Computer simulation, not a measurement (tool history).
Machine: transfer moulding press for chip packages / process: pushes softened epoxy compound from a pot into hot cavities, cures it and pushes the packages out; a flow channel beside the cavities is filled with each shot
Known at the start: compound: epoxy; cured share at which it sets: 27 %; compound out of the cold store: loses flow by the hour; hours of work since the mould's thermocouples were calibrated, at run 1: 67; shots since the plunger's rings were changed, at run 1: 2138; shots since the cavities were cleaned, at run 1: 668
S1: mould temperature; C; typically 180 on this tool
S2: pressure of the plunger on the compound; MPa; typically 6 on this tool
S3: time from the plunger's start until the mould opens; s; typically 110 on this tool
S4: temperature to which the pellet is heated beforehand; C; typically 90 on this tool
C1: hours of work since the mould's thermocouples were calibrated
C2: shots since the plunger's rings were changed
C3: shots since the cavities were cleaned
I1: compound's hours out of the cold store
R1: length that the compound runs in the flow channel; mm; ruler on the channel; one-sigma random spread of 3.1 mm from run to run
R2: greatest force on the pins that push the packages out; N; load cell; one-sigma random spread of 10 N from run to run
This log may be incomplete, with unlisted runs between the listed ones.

run   hour   S1    S2   S3  S4  C1    C2   C3    I1   R1    R2
  1      0  180     6  110  90  67  2138  668    18  728   786
  2    4.8  180     6  110  90  69  2181  711  33.1  680   800
         8  -- cavities cleaned with cleaning compound and waxed
  3     13  180     6  110  90  73  2239   44  20.9  720   510
  4   18.6  180     6  110  90  75  2288   93  32.4  678   578
  5   27.1  180     6  110  90  80  2363  168  30.2  684   647
  6   32.4  180     6  110  90  82  2410  215  34.9  669   681
  7   37.7  180     6  110  90  85  2457  262  47.2  633   656
      40.2  -- mould's thermocouples calibrated
  8   49.4  180     6  103  90   5  2543  348  14.5  739   770
  9   54.8  180     6  110  90   7  2591  396  33.4  672   738
      62.4  -- mould's thermocouples calibrated, once more
 10   65.7  180     6  110  90   2  2669  474  16.9  731   766
 11   69.8  181  5.25  148  84   4  2704  509  41.6  600   705
 12   79.7  181  5.25  148  84   9  2792  597  31.2  633   756
 13     88  187     6   97  89  13  2866  671  24.4  675   786
      95.6  -- cavities cleaned with cleaning compound and waxed
 14   95.6  187     6   97  89  16  2919    0  25.1  672   454
 15  105.6  183  5.72   99  93  21  3007   88  40.3  621   561
 16  113.2  183  5.72   99  93  24  3075  156  41.4  617   612
 17  120.2  173  6.09  100  97  28  3136  217  39.3  681  1034

What if the next run were any one of these 4? Each begins from the tool's condition after run 17:
  A  124.8  178  5.33  111  90  30  3176  257  17.1   ?   ?
  B  124.8  182  6.09  100  97  30  3176  257  34.3   ?   ?
  C  124.8  173  6.29  110  92  30  3176  257  19.7   ?   ?
  D  124.8  173  5.73  108  97  30  3176  257  16.5   ?   ?

run   R1   R2
  A  685  707
  B  667  690
  C  761  976
  D  737  973
Had the tool no hidden state, the same runs would have come out as:
run   R1   R2
  A  718  499
  B  700  481
  C  798  695
  D  774  696

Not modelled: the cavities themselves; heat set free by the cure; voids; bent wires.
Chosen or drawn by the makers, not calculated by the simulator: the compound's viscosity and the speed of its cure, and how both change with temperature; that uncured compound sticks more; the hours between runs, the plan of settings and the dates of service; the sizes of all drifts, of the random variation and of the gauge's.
